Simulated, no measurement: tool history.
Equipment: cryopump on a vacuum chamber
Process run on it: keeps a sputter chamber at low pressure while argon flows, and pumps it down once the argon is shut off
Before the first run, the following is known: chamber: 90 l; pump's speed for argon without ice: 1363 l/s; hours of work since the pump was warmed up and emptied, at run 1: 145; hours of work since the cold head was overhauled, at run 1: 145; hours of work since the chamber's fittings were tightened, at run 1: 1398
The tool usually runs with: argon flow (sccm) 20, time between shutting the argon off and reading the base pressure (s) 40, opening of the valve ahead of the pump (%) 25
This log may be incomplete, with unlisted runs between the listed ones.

| run | hour | argon flow (sccm) | time between shutting the argon off and reading the base pressure (s) | opening of the valve ahead of the pump (%) | hours of work since the pump was warmed up and emptied | hours of work since the cold head was overhauled | hours of work since the chamber's fittings were tightened | pressure while argon flows (Pa) | pressure after the wait (uPa) |
|---|---|---|---|---|---|---|---|---|---|
| 1 | 0 | 20 | 40 | 25 | 145 | 145 | 1398 | 0.1021 | 2.79 |
| 2 | 33 | 20 | 207 | 25 | 166 | 166 | 1419 | 0.1044 | 1.74 |
| 3 | 56.1 | 20 | 207 | 25 | 181 | 181 | 1434 | 0.1041 | 1.77 |
| 4 | 71.8 | 20 | 207 | 25 | 191 | 191 | 1445 | 0.1044 | 1.72 |
| 5 | 95.1 | 20 | 40 | 15 | 206 | 206 | 1460 | 0.1711 | 2.89 |
| 6 | 125.6 | 20 | 100 | 15 | 226 | 226 | 1480 | 0.1716 | 2.09 |
| 7 | 140.7 | 20 | 81 | 25 | 236 | 236 | 1489 | 0.1057 | 2.31 |
| 8 | 159.3 | 20 | 40 | 25 | 248 | 248 | 1501 | 0.1065 | 3.06 |
| 9 | 190.8 | 20 | 40 | 25 | 268 | 268 | 1522 | 0.1078 | 3.08 |
| 10 | 215.4 | 20 | 40 | 25 | 284 | 284 | 1538 | 0.1084 | 3.15 |
| 11 | 243.3 | 20 | 40 | 25 | 302 | 302 | 1556 | 0.1079 | 3.23 |
| 12 | 261.2 | 20 | 40 | 25 | 314 | 314 | 1567 | 0.1086 | 3.22 |
| 13 | 290.4 | 20 | 40 | 25 | 333 | 333 | 1586 | 0.1092 | 3.2 |
| 14 | 317.9 | 20 | 40 | 25 | 351 | 351 | 1604 | 0.1106 | 3.35 |
|  | 356 | pump warmed up, emptied and cooled again |
| 15 | 356.6 | 20 | 40 | 18 | 0 | 373 | 1626 | 0.139 | 2.81 |
| 16 | 376.9 | 20 | 40 | 18 | 14 | 386 | 1639 | 0.1376 | 2.79 |
| 17 | 402.2 | 20 | 40 | 58 | 30 | 402 | 1656 | 0.0439 | 2.79 |
| 18 | 430.9 | 20 | 40 | 49 | 49 | 421 | 1674 | 0.0515 | 2.77 |
| 19 | 447.5 | 20 | 40 | 49 | 59 | 432 | 1685 | 0.0527 | 2.86 |
| 20 | 466.3 | 20 | 40 | 49 | 72 | 444 | 1697 | 0.0534 | 2.76 |
| 21 | 483.3 | 11 | 117 | 51 | 83 | 455 | 1708 | 0.0279 | 2.02 |
| 22 | 502.9 | 11 | 55 | 51 | 95 | 467 | 1721 | 0.0281 | 2.52 |
| 23 | 525.7 | 16 | 206 | 44 | 110 | 482 | 1736 | 0.0477 | 1.93 |
| 24 | 559.9 | 11 | 127 | 25 | 132 | 504 | 1758 | 0.0568 | 2.06 |
| 25 | 584.3 | 11 | 173 | 25 | 148 | 520 | 1774 | 0.0561 | 2 |
| 26 | 604.2 | 31 | 136 | 25 | 161 | 533 | 1787 | 0.1603 | 2.15 |
| 27 | 628.9 | 31 | 136 | 25 | 177 | 549 | 1803 | 0.1603 | 2.12 |
| 28 | 644.5 | 31 | 136 | 25 | 187 | 559 | 1813 | 0.1619 | 2.05 |
| 29 | 665.8 | 20 | 40 | 25 | 201 | 573 | 1827 | 0.1034 | 3.14 |
| 30 | 697.6 | 20 | 40 | 25 | 222 | 594 | 1847 | 0.1061 | 3.23 |
| 31 | 712.4 | 38 | 29 | 25 | 231 | 603 | 1857 | 0.1996 | 3.85 |
| 32 | 727.3 | 20 | 50 | 17 | 241 | 613 | 1866 | 0.1521 | 3.06 |
| 33 | 751.6 | 20 | 50 | 17 | 257 | 629 | 1882 | 0.1532 | 3.04 |

Results per run with the tool's hidden condition removed, run-to-run variation unchanged:
Unlogged tool condition in this case: pump's speed, % of a pump's without ice; cold plate's temperature, K; leak into the chamber, uPa l/s; drift of the gauge itself on working_pa, %; drift of the gauge itself on base_upa, %.
| run | pressure while argon flows (Pa) | pressure after the wait (uPa) |
|---|---|---|
| 1 | 0.0982 | 1.61 |
| 2 | 0.0998 | 0.52 |
| 3 | 0.0991 | 0.49 |
| 4 | 0.0991 | 0.45 |
| 5 | 0.1652 | 1.58 |
| 6 | 0.1652 | 0.74 |
| 7 | 0.099 | 0.9 |
| 8 | 0.0994 | 1.62 |
| 9 | 0.0999 | 1.6 |
| 10 | 0.0999 | 1.6 |
| 11 | 0.0988 | 1.64 |
| 12 | 0.0989 | 1.6 |
| 13 | 0.0989 | 1.58 |
| 14 | 0.0994 | 1.6 |
| 15 | 0.1388 | 1.66 |
| 16 | 0.1372 | 1.61 |
| 17 | 0.0431 | 1.59 |
| 18 | 0.0503 | 1.55 |
| 19 | 0.0512 | 1.59 |
| 20 | 0.0516 | 1.51 |
| 21 | 0.0267 | 0.72 |
| 22 | 0.0268 | 1.19 |
| 23 | 0.0454 | 0.52 |
| 24 | 0.055 | 0.65 |
| 25 | 0.0541 | 0.52 |
| 26 | 0.1539 | 0.65 |
| 27 | 0.1533 | 0.6 |
| 28 | 0.1543 | 0.55 |
| 29 | 0.0982 | 1.57 |
| 30 | 0.1001 | 1.59 |
| 31 | 0.1877 | 2.15 |
| 32 | 0.1455 | 1.34 |
| 33 | 0.1461 | 1.3 |
